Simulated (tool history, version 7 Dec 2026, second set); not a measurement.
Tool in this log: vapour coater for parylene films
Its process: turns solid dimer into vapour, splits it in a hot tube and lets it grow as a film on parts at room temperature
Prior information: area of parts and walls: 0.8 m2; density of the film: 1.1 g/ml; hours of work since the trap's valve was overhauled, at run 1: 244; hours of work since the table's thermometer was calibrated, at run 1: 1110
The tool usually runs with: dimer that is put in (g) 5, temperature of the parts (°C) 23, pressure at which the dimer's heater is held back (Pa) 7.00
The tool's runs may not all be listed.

run,day,dimer that is put in (g),temperature of the parts (°C),pressure at which the dimer's heater is held back (Pa),hours of work since the trap's valve was overhauled,hours of work since the table's thermometer was calibrated,thickness of the film (µm)
1,0.000,5,23,7.00,244,1110,2.77
2,1.758,5,23,7.00,269,1135,2.76
3,3.817,5,29,7.00,299,1165,2.16
4,4.896,5,29,7.00,314,1180,2.17
5,6.792,5,23,10.74,341,1207,2.66
6,8.117,5,23,10.74,360,1226,2.64
7,9.025,5,23,10.74,374,1240,2.63
8,9.992,5,23,11.20,387,1253,2.62
9,11.233,4,23,3.90,405,1271,2.27
# day 11.858: trap's valve overhauled
# day 12.279: table's thermometer calibrated
10,13.562,7,25,3.90,24,18,3.79
11,15.679,7,25,3.90,54,49,3.79
12,17.646,8,23,7.00,83,77,4.47
13,18.604,5,18,7.00,96,91,3.40
14,19.542,5,18,7.00,110,105,3.38
15,20.667,3,20,8.22,126,121,1.85

Measured minus without-hidden-state, run by run (identical run-to-run variation in each term; gauge scatter may differ):
Hidden conditions of the tool in this case: vapour lost through the trap's worn valve, %; true temperature of the parts over the reading, C; drift of the gauge itself on film_um, %.
run,thickness of the film (µm)
1,-0.05
2,-0.06
3,-0.05
4,-0.06
5,-0.08
6,-0.09
7,-0.09
8,-0.09
9,-0.08
10,-0.01
11,-0.02
12,-0.03
13,-0.03
14,-0.04
15,-0.03

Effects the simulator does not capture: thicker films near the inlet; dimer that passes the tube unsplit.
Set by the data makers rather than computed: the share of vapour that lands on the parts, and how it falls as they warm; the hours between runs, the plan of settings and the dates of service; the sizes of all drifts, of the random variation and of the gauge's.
